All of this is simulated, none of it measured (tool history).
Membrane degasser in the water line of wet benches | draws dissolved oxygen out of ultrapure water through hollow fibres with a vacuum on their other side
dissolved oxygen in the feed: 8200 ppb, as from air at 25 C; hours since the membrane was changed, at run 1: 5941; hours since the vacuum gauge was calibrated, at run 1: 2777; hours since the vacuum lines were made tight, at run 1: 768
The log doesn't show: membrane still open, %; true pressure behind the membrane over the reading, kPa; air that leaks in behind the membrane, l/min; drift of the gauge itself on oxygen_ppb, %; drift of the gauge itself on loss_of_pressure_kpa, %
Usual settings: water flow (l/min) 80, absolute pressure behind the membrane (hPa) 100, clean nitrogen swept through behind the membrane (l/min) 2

run    hour  water flow (l/min)  absolute pressure behind the membrane (hPa)  clean nitrogen swept through behind the membrane (l/min)  hours since the membrane was changed  hours since the vacuum gauge was calibrated  hours since the vacuum lines were made tight  dissolved oxygen in the water behind the degasser (ppb)  pressure that the water loses in the fibres (hPa)
  1       0                  80                                          100                                                         2                                  5941                                         2777                                           768                                                    626.5                                                651
  2   103.4                  80                                          135                                                         2                                  6044                                         2880                                           872                                                    872.4                                              651.1
  3   225.8                  80                                          135                                                      1.43                                  6167                                         3003                                           994                                                   1080.9                                              652.5
  4   380.1                  80                                          135                                                      1.43                                  6321                                         3157                                          1148                                                   1070.6                                              649.7
  5   464.3                  80                                          135                                                      1.43                                  6405                                         3241                                          1233                                                   1089.6                                              646.9
  6   621.8                  80                                          135                                                      1.43                                  6562                                         3399                                          1390                                                   1083.5                                              654.9
  7   728.8                  80                                          100                                                         2                                  6670                                         3506                                          1497                                                    651.3                                              656.2
  8   797.8                  66                                          100                                                         2                                  6739                                         3575                                          1566                                                      531                                              543.2
  9   869.1                  66                                          100                                                      2.06                                  6810                                         3646                                          1637                                                    525.8                                              536.3
 10   950.3                  66                                          100                                                      2.06                                  6891                                         3727                                          1718                                                      525                                              540.6
 11  1048.3                  73                                          233                                                      4.92                                  6989                                         3825                                          1816                                                    743.4                                              598.1
 12  1138.1                  80                                          104                                                         2                                  7079                                         3915                                          1906                                                      667                                              657.8
       1148  -- vacuum gauge calibrated
 13    1249                  80                                          146                                                      5.89                                  7189                                          101                                          2017                                                    465.8                                              656.3
 14    1342                  80                                          242                                                      2.51                                  7282                                          194                                          2110                                                   1352.3                                              659.1
 15  1421.6                  68                                          100                                                      3.42                                  7362                                          274                                          2189                                                    401.3                                              558.4
     1436.4  -- vacuum gauge calibrated, once more
 16  1499.2                  68                                           86                                                      3.53                                  7439                                           63                                          2266                                                    320.7                                                559
 17  1567.4                  68                                           86                                                      3.53                                  7507                                          131                                          2335                                                    319.9                                              558.8
 18  1697.4                  68                                           86                                                      3.53                                  7637                                          261                                          2465                                                    321.9                                              556.4

Forecast each of these 4 alternatives for the next run:
  A  1812.8                  68                                          158                                                      0.95                                  7753                                          376                                          2580                                                        ?                                                  ?
  B  1812.8                  80                                           96                                                         2                                  7753                                          376                                          2580                                                        ?                                                  ?
  C  1812.8                 117                                          136                                                      3.53                                  7753                                          376                                          2580                                                        ?                                                  ?
  D  1812.8                  52                                           63                                                      2.66                                  7753                                          376                                          2580                                                        ?                                                  ?

run  dissolved oxygen in the water behind the degasser (ppb)  pressure that the water loses in the fibres (hPa)
  A                                                   1442.3                                              559.7
  B                                                    602.6                                              654.8
  C                                                      846                                              962.9
  D                                                    192.5                                              427.5
Without the tool's hidden state the same runs would have given:
run  dissolved oxygen in the water behind the degasser (ppb)  pressure that the water loses in the fibres (hPa)
  A                                                   1428.4                                              530.9
  B                                                    579.3                                              621.1
  C                                                    812.4                                              913.4
  D                                                    178.2                                              405.6
